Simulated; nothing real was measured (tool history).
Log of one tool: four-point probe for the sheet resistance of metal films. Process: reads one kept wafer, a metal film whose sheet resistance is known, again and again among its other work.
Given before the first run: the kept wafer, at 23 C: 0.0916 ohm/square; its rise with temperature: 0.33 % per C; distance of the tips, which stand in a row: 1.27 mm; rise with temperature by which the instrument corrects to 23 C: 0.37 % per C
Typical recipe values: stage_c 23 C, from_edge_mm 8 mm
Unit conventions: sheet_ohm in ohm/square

{"run": 1, "hour": 0.0, "stage_c": 23, "from_edge_mm": 8, "sheet_ohm": 0.092502}
{"run": 2, "hour": 27.3, "stage_c": 23, "from_edge_mm": 8, "sheet_ohm": 0.092511}
{"run": 3, "hour": 65.7, "stage_c": 23, "from_edge_mm": 8, "sheet_ohm": 0.092498}
{"run": 4, "hour": 91.5, "stage_c": 23, "from_edge_mm": 8, "sheet_ohm": 0.092469}
{"run": 5, "hour": 120.5, "stage_c": 23, "from_edge_mm": 39, "sheet_ohm": 0.091298}
{"run": 6, "hour": 167.1, "stage_c": 23, "from_edge_mm": 39, "sheet_ohm": 0.091301}
{"run": 7, "hour": 210.7, "stage_c": 23, "from_edge_mm": 39, "sheet_ohm": 0.091299}
{"run": 8, "hour": 243.6, "stage_c": 23, "from_edge_mm": 8, "sheet_ohm": 0.092415}
{"run": 9, "hour": 272.7, "stage_c": 23, "from_edge_mm": 8, "sheet_ohm": 0.092456}
{"run": 10, "hour": 297.7, "stage_c": 23, "from_edge_mm": 8, "sheet_ohm": 0.092443}
{"run": 11, "hour": 341.2, "stage_c": 23, "from_edge_mm": 8, "sheet_ohm": 0.092421}
{"run": 12, "hour": 382.4, "stage_c": 23, "from_edge_mm": 8, "sheet_ohm": 0.09241}
{"run": 13, "hour": 412.3, "stage_c": 23, "from_edge_mm": 8, "sheet_ohm": 0.092412}
{"run": 14, "hour": 450.4, "stage_c": 23, "from_edge_mm": 16, "sheet_ohm": 0.091494}
{"run": 15, "hour": 493.3, "stage_c": 23, "from_edge_mm": 16, "sheet_ohm": 0.091492}
{"run": 16, "hour": 540.1, "stage_c": 23, "from_edge_mm": 8, "sheet_ohm": 0.092389}
{"run": 17, "hour": 560.8, "stage_c": 23, "from_edge_mm": 8, "sheet_ohm": 0.092412}
{"run": 18, "hour": 598.1, "stage_c": 23, "from_edge_mm": 8, "sheet_ohm": 0.092387}
{"run": 19, "hour": 621.9, "stage_c": 23, "from_edge_mm": 53, "sheet_ohm": 0.0912}
{"run": 20, "hour": 656.9, "stage_c": 23, "from_edge_mm": 53, "sheet_ohm": 0.091154}
{"run": 21, "hour": 681.5, "stage_c": 23, "from_edge_mm": 8, "sheet_ohm": 0.092373}
{"run": 22, "hour": 701.2, "stage_c": 23, "from_edge_mm": 8, "sheet_ohm": 0.092371}
{"run": 23, "hour": 726.2, "stage_c": 19, "from_edge_mm": 4, "sheet_ohm": 0.09593}
{"run": 24, "hour": 751.9, "stage_c": 30, "from_edge_mm": 18, "sheet_ohm": 0.091129}
{"run": 25, "hour": 786.6, "stage_c": 30, "from_edge_mm": 4, "sheet_ohm": 0.095544}
{"run": 26, "hour": 827.2, "stage_c": 27, "from_edge_mm": 6, "sheet_ohm": 0.093123}
{"run": 27, "hour": 872.9, "stage_c": 27, "from_edge_mm": 6, "sheet_ohm": 0.093125}
{"run": 28, "hour": 912.1, "stage_c": 27, "from_edge_mm": 6, "sheet_ohm": 0.093096}
{"run": 29, "hour": 936.6, "stage_c": 23, "from_edge_mm": 31, "sheet_ohm": 0.091189}
{"run": 30, "hour": 958.5, "stage_c": 23, "from_edge_mm": 31, "sheet_ohm": 0.091189}
{"run": 31, "hour": 998.7, "stage_c": 22, "from_edge_mm": 62, "sheet_ohm": 0.091125}
{"run": 32, "hour": 1038.1, "stage_c": 22, "from_edge_mm": 62, "sheet_ohm": 0.091099}
{"run": 33, "hour": 1083.2, "stage_c": 24, "from_edge_mm": 4, "sheet_ohm": 0.095709}
{"run": 34, "hour": 1117.6, "stage_c": 25, "from_edge_mm": 4, "sheet_ohm": 0.09567}
{"run": 35, "hour": 1141.2, "stage_c": 29, "from_edge_mm": 11, "sheet_ohm": 0.091508}
{"run": 36, "hour": 1188.5, "stage_c": 21, "from_edge_mm": 5, "sheet_ohm": 0.09419}
{"run": 37, "hour": 1218.6, "stage_c": 22, "from_edge_mm": 5, "sheet_ohm": 0.094136}
{"run": 38, "hour": 1266.1, "stage_c": 22, "from_edge_mm": 5, "sheet_ohm": 0.094106}
{"run": 39, "hour": 1289.1, "stage_c": 29, "from_edge_mm": 46, "sheet_ohm": 0.090856}
{"run": 40, "hour": 1309.1, "stage_c": 29, "from_edge_mm": 46, "sheet_ohm": 0.090856}
{"run": 41, "hour": 1344.6, "stage_c": 29, "from_edge_mm": 46, "sheet_ohm": 0.090856}
{"run": 42, "hour": 1385.2, "stage_c": 20, "from_edge_mm": 6, "sheet_ohm": 0.093282}
{"run": 43, "hour": 1406.2, "stage_c": 21, "from_edge_mm": 12, "sheet_ohm": 0.091621}
{"run": 44, "hour": 1447.4, "stage_c": 27, "from_edge_mm": 34, "sheet_ohm": 0.090883}

Results for each run, recomputed without the tool's hidden state and with each run's random variation untouched:
Hidden conditions of the tool in this case: inner tips' distance over the nominal, %; tips' flats over new ones', %; wafer's true temperature over the reading, C; drift of the gauge itself on sheet_ohm, %.
run=1 sheet_ohm=0.092837
run=2 sheet_ohm=0.092851
run=3 sheet_ohm=0.092846
run=4 sheet_ohm=0.092821
run=5 sheet_ohm=0.091651
run=6 sheet_ohm=0.091663
run=7 sheet_ohm=0.091669
run=8 sheet_ohm=0.092796
run=9 sheet_ohm=0.092842
run=10 sheet_ohm=0.092834
run=11 sheet_ohm=0.092821
run=12 sheet_ohm=0.092817
run=13 sheet_ohm=0.092825
run=14 sheet_ohm=0.091909
run=15 sheet_ohm=0.091916
run=16 sheet_ohm=0.092825
run=17 sheet_ohm=0.092853
run=18 sheet_ohm=0.092834
run=19 sheet_ohm=0.091647
run=20 sheet_ohm=0.091608
run=21 sheet_ohm=0.092837
run=22 sheet_ohm=0.092839
run=23 sheet_ohm=0.096419
run=24 sheet_ohm=0.091599
run=25 sheet_ohm=0.096042
run=26 sheet_ohm=0.093618
run=27 sheet_ohm=0.093629
run=28 sheet_ohm=0.093607
run=29 sheet_ohm=0.091696
run=30 sheet_ohm=0.091700
run=31 sheet_ohm=0.091643
run=32 sheet_ohm=0.091625
run=33 sheet_ohm=0.096268
run=34 sheet_ohm=0.096235
run=35 sheet_ohm=0.092054
run=36 sheet_ohm=0.094762
run=37 sheet_ohm=0.094713
run=38 sheet_ohm=0.094692
run=39 sheet_ohm=0.091427
run=40 sheet_ohm=0.091431
run=41 sheet_ohm=0.091438
run=42 sheet_ohm=0.093888
run=43 sheet_ohm=0.092221
run=44 sheet_ohm=0.091485
